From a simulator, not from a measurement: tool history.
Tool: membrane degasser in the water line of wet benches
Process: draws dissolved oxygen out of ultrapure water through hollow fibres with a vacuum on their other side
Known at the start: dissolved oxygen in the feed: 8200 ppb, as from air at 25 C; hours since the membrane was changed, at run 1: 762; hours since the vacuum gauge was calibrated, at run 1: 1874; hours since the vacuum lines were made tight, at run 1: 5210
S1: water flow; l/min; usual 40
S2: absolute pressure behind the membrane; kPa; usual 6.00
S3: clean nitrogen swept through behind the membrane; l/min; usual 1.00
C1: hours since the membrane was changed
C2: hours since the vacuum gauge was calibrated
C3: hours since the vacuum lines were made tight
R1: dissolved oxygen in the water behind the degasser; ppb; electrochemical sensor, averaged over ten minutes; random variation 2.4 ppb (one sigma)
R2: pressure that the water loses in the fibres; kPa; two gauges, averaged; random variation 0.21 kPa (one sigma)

run,hour,S1,S2,S3,C1,C2,C3,R1,R2
1,0.0,40,6.00,1.00,762,1874,5210,260.3,49.89
2,34.6,40,6.00,1.00,797,1909,5245,260.3,50.51
3,66.3,40,6.00,2.42,829,1941,5276,144.3,50.49
4,111.4,40,6.00,2.42,874,1986,5321,144.4,50.28
5,133.7,45,6.00,1.00,896,2008,5344,301.3,56.76
6,176.5,42,6.00,1.00,939,2051,5387,279.1,52.52
7,221.3,42,6.57,1.00,984,2095,5431,323.4,53.06
8,254.5,40,4.23,1.00,1017,2129,5464,125.1,49.88
9,283.0,40,4.23,1.00,1045,2157,5493,124.9,50.24
10,327.9,40,5.82,1.00,1090,2202,5538,250.6,50.30
11,373.2,40,5.82,2.46,1135,2247,5583,137.4,49.76
12,399.0,40,6.00,1.33,1161,2273,5609,214.3,50.68
13,442.5,40,6.00,1.33,1205,2317,5653,216.5,50.37
14,463.8,40,6.00,1.00,1226,2338,5674,260.6,50.46
15,502.4,40,6.00,1.00,1265,2377,5712,262.0,49.78
16,538.0,40,6.00,1.00,1300,2412,5748,263.7,50.08
17,589.0,40,6.00,1.38,1351,2463,5799,211.9,50.08
18,611.3,34,8.69,2.06,1374,2485,5821,222.3,42.68
19,652.6,30,5.09,1.00,1415,2527,5863,134.9,37.56
20,703.2,40,4.70,0.47,1465,2577,5913,253.2,50.49
21,735.0,61,11.00,0.42,1497,2609,5945,1488.1,76.69
22,758.3,61,11.00,0.42,1521,2632,5968,1465.7,76.69
23,796.8,61,11.00,0.42,1559,2671,6007,1493.8,77.03
24,848.2,60,4.28,0.57,1610,2722,6058,340.8,75.72
25,884.8,60,4.28,0.57,1647,2759,6095,339.5,75.64
26,915.5,52,4.28,0.57,1678,2790,6125,267.9,65.14
27,949.5,40,12.26,1.31,1712,2824,6159,582.5,50.60
28,992.8,40,12.26,1.31,1755,2867,6203,585.8,50.56
29,1029.2,33,12.26,2.03,1791,2903,6239,345.2,41.47
30,1063.5,46,14.65,2.03,1826,2938,6274,601.5,57.68
31,1087.1,42,13.76,1.58,1849,2961,6297,603.7,52.82
32,1134.4,29,13.76,0.49,1897,3009,6344,1068.2,36.93

Forecast each of these 3 alternatives for the next run:
A,1167.3,40,4.53,2.48,1929,3041,6377,?,?
B,1167.3,37,11.27,0.62,1929,3041,6377,?,?
C,1167.3,42,13.76,2.91,1929,3041,6377,?,?

run,R1,R2
A,90.6,50.69
B,849.5,46.50
C,390.5,53.05
Without the tool's hidden state the same runs would have given:
run,R1,R2
A,83.7,50.17
B,837.2,46.02
C,383.0,52.50

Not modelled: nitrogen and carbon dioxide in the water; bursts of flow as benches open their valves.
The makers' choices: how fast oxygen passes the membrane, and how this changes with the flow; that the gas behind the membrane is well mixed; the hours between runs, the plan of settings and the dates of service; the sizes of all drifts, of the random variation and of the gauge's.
